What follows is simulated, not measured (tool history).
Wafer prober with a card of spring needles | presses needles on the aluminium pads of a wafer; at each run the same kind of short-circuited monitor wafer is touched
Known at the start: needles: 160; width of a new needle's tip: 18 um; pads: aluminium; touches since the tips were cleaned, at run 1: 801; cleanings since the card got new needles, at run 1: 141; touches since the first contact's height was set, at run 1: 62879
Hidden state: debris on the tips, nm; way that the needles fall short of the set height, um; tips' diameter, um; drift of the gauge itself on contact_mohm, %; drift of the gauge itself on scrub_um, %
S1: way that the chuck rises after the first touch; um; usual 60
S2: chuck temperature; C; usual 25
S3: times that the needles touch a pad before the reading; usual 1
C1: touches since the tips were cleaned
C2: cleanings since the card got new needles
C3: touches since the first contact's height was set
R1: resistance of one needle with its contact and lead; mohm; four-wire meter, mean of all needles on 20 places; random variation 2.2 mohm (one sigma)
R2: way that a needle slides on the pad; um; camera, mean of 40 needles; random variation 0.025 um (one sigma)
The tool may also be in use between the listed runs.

run	hour	S1	S2	S3	C1	C2	C3	R1	R2
1	0	60	25	1	801	141	62879	269	12.34
# hour 3.3: tips cleaned on abrasive film
# hour 4.8: height of the first contact set anew
# hour 9.5: tips cleaned on abrasive film
# hour 15.3: tips cleaned on abrasive film
2	19.3	60	25	1	1969	144	6933	286	12.54
# hour 20.6: tips cleaned on abrasive film
# hour 25.7: tips cleaned on abrasive film
# hour 31.7: tips cleaned on abrasive film
3	34	60	25	1	1104	147	13890	275	12.54
# hour 37.6: tips cleaned on abrasive film
# hour 43.2: tips cleaned on abrasive film
4	45.9	60	25	1	1350	149	19571	280	12.55
# hour 48.2: tips cleaned on abrasive film
# hour 53.7: tips cleaned on abrasive film
5	56.2	60	25	1	1174	151	24420	277	12.48
# hour 59.7: tips cleaned on abrasive film
# hour 64.6: tips cleaned on abrasive film
6	66.1	60	25	1	742	153	29155	268	12.44
# hour 70.7: tips cleaned on abrasive film
# hour 76.5: tips cleaned on abrasive film
# hour 82.2: tips cleaned on abrasive film
7	82.8	60	25	1	304	156	37071	260	12.45
# hour 87.7: tips cleaned on abrasive film
# hour 92.7: tips cleaned on abrasive film
8	96.7	60	25	1	1958	158	43714	287	12.38
# hour 98: tips cleaned on abrasive film
# hour 104.1: tips cleaned on abrasive film
# hour 109.8: tips cleaned on abrasive film
9	111.7	60	25	2	920	161	50837	262	12.4
# hour 116: tips cleaned on abrasive film
# hour 121.8: tips cleaned on abrasive film
# hour 127.4: tips cleaned on abrasive film
10	127.6	60	43	1	115	164	58383	264	12.34
# hour 133.4: tips cleaned on abrasive film
11	137.6	60	43	1	2047	165	63172	294	12.34
# hour 138.9: tips cleaned on abrasive film
# hour 141.6: height of the first contact set anew
# hour 145.3: tips cleaned on abrasive film
12	149.9	60	43	1	2250	167	4002	296	12.58
# hour 151: tips cleaned on abrasive film
# hour 156.6: tips cleaned on abrasive film
# hour 162: tips cleaned on abrasive film
13	162	60	43	1	0	170	9716	261	12.52
# hour 167.4: tips cleaned on abrasive film
# hour 173.1: tips cleaned on abrasive film
# hour 178.1: tips cleaned on abrasive film
14	179.4	60	25	1	668	173	18005	265	12.5
# hour 183.1: tips cleaned on abrasive film
# hour 189.1: tips cleaned on abrasive film
15	193.5	60	25	1	2154	175	24721	295	12.48
# hour 194.8: tips cleaned on abrasive film
# hour 199.8: tips cleaned on abrasive film
16	203.2	60	25	1	1653	177	29302	286	12.49
# hour 205.6: tips cleaned on abrasive film
# hour 211.7: tips cleaned on abrasive film
17	213.4	60	25	1	819	179	34163	264	12.46
# hour 216.9: tips cleaned on abrasive film
# hour 223: tips cleaned on abrasive film
# hour 228.5: tips cleaned on abrasive film
18	230	58	25	1	728	182	42062	272	12.01
# hour 234.4: tips cleaned on abrasive film
# hour 239.9: tips cleaned on abrasive film
19	243.3	58	25	1	1668	184	48403	284	11.99
# hour 245.9: tips cleaned on abrasive film
# hour 251.8: tips cleaned on abrasive film
# hour 257.2: tips cleaned on abrasive film
20	260.4	58	25	1	1558	187	56504	284	11.98
# hour 262.9: tips cleaned on abrasive film
# hour 269: tips cleaned on abrasive film
21	271	44	46	2	991	189	61568	286	9.04
# hour 274.7: tips cleaned on abrasive film
# hour 277.4: height of the first contact set anew
# hour 281.1: tips cleaned on abrasive film
# hour 286.4: tips cleaned on abrasive film
22	286.4	47	38	2	0	192	4253	258	9.81
# hour 292.2: tips cleaned on abrasive film
# hour 298.1: tips cleaned on abrasive film
23	302.2	47	38	2	2002	194	11804	296	9.81
# hour 303.2: tips cleaned on abrasive film
# hour 309.1: tips cleaned on abrasive film
# hour 314.9: tips cleaned on abrasive film
# hour 320.9: tips cleaned on abrasive film
24	322.4	60	60	2	730	198	21406	272	12.49
# hour 327: tips cleaned on abrasive film
25	331.4	49	33	1	2150	199	25690	312	10.21
# hour 332.3: tips cleaned on abrasive film
# hour 338.1: tips cleaned on abrasive film
# hour 343.8: tips cleaned on abrasive film
26	344.6	40	29	1	367	202	31925	277	8.27
# hour 348.9: tips cleaned on abrasive film
# hour 354.8: tips cleaned on abrasive film
# hour 360.3: tips cleaned on abrasive film
27	363.6	60	65	1	1599	205	40993	296	12.41
# hour 366: tips cleaned on abrasive film
# hour 372: tips cleaned on abrasive film
# hour 378: tips cleaned on abrasive film
28	378.7	60	65	1	360	208	48162	277	12.39

Forecast each of these 3 alternatives for the next run:
# hour 383.5: tips cleaned on abrasive film
# hour 389.6: tips cleaned on abrasive film
A	390.3	60	25	2	362	210	53684	?	?
# hour 383.5: tips cleaned on abrasive film
# hour 389.6: tips cleaned on abrasive film
B	390.3	46	25	1	362	210	53684	?	?
# hour 383.5: tips cleaned on abrasive film
# hour 389.6: tips cleaned on abrasive film
C	390.3	58	28	3	362	210	53684	?	?

run	R1	R2
A	267	12.36
B	280	9.45
C	256	11.96
Without the tool's hidden state the same runs would have given:
run	R1	R2
A	257	12.53
B	255	9.62
C	249	12.13
